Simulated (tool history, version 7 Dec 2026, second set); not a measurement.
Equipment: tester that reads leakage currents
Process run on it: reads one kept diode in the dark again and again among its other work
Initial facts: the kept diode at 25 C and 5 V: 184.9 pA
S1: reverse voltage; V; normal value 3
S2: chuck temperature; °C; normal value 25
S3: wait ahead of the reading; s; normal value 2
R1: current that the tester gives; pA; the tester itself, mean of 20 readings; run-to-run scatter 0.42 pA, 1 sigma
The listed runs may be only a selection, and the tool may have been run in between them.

run    hour     S1  S2    S3       R1
  1       0      3  25     2   132.09
  2    26.5      3  25     2   131.57
  3    66.4   1.54  25     2    90.49
  4    89.5   1.54  25     2    89.71
  5   126.7   1.54  25     2    89.66
  6   156.2   1.54  25     2    89.49
  7   182.6      3  25     2   129.82
  8   210.1   2.12  25     2    107.6
  9   236.3   2.12  25     2   107.08
 10   274.1      3  49     2   869.05
 11   296.2      3  49     2   867.63
 12   322.9      3  49     2   867.03
 13     351   7.35  49     2   1430.5
 14   377.7   7.35  49     2  1424.14
 15   397.6      3  25  0.42   129.94
 16     415   8.22  25  0.42   226.87
 17   449.7   8.22  25  0.42   226.69
 18   468.7   8.22  25  0.42   226.67
 19   509.2      3  25     2   128.38
 20   526.7      3  25  0.62   128.55
 21   554.5   3.14  49  5.91   879.12
 22   581.8   3.14  49  5.91    879.3
 23   614.5   3.14  49  5.91   873.83
 24   630.8   3.14  40  8.53   441.66
 25   651.9   3.14  40  8.53   441.57
 26     688   7.82  31     2   358.77
 27   716.7   7.81  32  5.28   387.76
 28   756.9   3.55  22  5.91   106.48
 29   791.2  10.07  41  0.98   908.68
 30   815.2   7.22  25  6.68   206.62
 31   849.6   5.14  25  4.36   170.14
 32     884   5.99  25     2   184.62
 33   903.1   1.98  59  1.07  1373.14
 34   943.1   1.81  25  0.99     94.3
 35   977.9   1.81  25  0.99    94.25
 36  1005.8   1.68  50  4.95   650.22
 37  1026.5   1.68  30  1.35   137.66
 38  1047.5   3.53  42  3.58   542.75
 39  1087.4   3.53  42  3.58    540.7
 40  1115.6      3  28  6.66   159.76

Each row is a separate what-if for the run after 40, all from the same tool condition, not one after another. Results?
  A  1155.5   1.86  59  0.72   ?
  B  1155.5  10.92  39  4.06   ?
  C  1155.5      3  25   2.6   ?

run       R1
  A  1310.14
  B   805.06
  C   123.35
Without the tool's unlogged condition, the same runs would have read:
run       R1
  A  1452.46
  B   901.04
  C   139.12
